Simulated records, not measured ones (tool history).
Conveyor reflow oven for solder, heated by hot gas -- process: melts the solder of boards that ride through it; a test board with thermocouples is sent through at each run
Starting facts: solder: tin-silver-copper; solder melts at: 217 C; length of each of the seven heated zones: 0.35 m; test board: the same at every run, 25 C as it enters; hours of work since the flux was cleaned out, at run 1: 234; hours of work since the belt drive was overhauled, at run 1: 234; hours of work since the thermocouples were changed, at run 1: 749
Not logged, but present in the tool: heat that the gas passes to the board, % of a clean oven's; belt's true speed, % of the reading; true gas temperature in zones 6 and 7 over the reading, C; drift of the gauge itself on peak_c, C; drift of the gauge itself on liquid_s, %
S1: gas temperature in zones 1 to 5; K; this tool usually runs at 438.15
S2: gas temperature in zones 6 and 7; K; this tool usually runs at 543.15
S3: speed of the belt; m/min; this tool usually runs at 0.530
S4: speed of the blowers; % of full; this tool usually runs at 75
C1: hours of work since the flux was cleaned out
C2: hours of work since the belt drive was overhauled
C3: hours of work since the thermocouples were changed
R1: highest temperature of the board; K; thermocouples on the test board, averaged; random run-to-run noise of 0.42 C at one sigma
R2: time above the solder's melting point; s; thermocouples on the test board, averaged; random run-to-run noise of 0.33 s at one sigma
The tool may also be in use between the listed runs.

run,day,S1,S2,S3,S4,C1,C2,C3,R1,R2
1,0.000,438.15,543.15,0.530,75,234,234,749,524.05,54.9
2,1.254,438.15,543.15,0.530,75,249,249,764,524.95,55.5
3,3.496,438.15,543.15,0.530,75,276,276,791,524.55,55.4
4,4.779,438.15,543.15,0.530,75,292,292,807,524.15,54.9
5,5.904,438.15,543.15,0.530,75,305,305,820,523.95,55.2
6,8.383,438.15,543.15,0.530,52,335,335,850,514.55,43.3
# day 9.288: thermocouples of zones 6 and 7 changed
7,10.946,438.15,543.15,0.530,52,365,365,20,514.95,43.6
8,12.925,438.15,543.15,0.530,52,389,389,44,514.55,44.0
9,14.183,438.15,543.15,0.530,52,404,404,59,513.85,43.4
10,15.792,438.15,543.15,0.530,85,423,423,78,526.65,57.8
11,17.371,438.15,543.15,0.530,85,442,442,97,526.15,57.6
12,19.338,438.15,556.15,0.530,75,466,466,121,534.55,62.3
# day 19.875: flux residue cleaned out of gas plates and filters
13,21.221,436.15,543.15,0.425,75,16,486,141,533.65,79.5
14,22.825,436.15,543.15,0.425,75,36,505,160,532.85,79.4
15,25.471,436.15,543.15,0.425,75,67,537,192,532.45,79.6
16,26.604,436.15,543.15,0.425,75,81,551,206,532.95,79.6
17,27.721,438.15,543.15,0.450,70,94,564,219,530.15,72.7
18,29.892,438.15,554.15,0.450,83,121,590,245,543.35,81.5
19,31.446,438.15,557.15,0.530,53,139,609,264,528.75,57.4
20,33.583,438.15,543.15,0.530,87,165,635,290,529.25,61.4
21,36.242,424.15,557.15,0.569,57,197,667,322,524.25,45.9
22,38.458,428.15,534.15,0.458,54,224,693,349,513.55,48.9
23,39.892,428.15,549.15,0.512,54,241,711,366,520.65,50.8
24,41.942,438.15,543.15,0.530,68,266,735,390,522.95,54.9

Predict each of these 5 candidate next runs independently; none follows another, all start after run 24:
A,43.696,427.15,545.15,0.530,75,287,757,412,?,?
B,43.696,436.15,543.15,0.630,80,287,757,412,?,?
C,43.696,447.15,543.15,0.530,68,287,757,412,?,?
D,43.696,449.15,543.15,0.452,78,287,757,412,?,?
E,43.696,443.15,543.15,0.530,75,287,757,412,?,?

run,R1,R2
A,525.45,53.5
B,520.05,43.1
C,524.75,58.8
D,531.65,78.0
E,526.05,59.7
With no hidden state in the tool, these same runs would have given:
run,R1,R2
A,528.05,54.7
B,522.95,44.7
C,526.75,59.4
D,533.55,77.8
E,528.25,60.3

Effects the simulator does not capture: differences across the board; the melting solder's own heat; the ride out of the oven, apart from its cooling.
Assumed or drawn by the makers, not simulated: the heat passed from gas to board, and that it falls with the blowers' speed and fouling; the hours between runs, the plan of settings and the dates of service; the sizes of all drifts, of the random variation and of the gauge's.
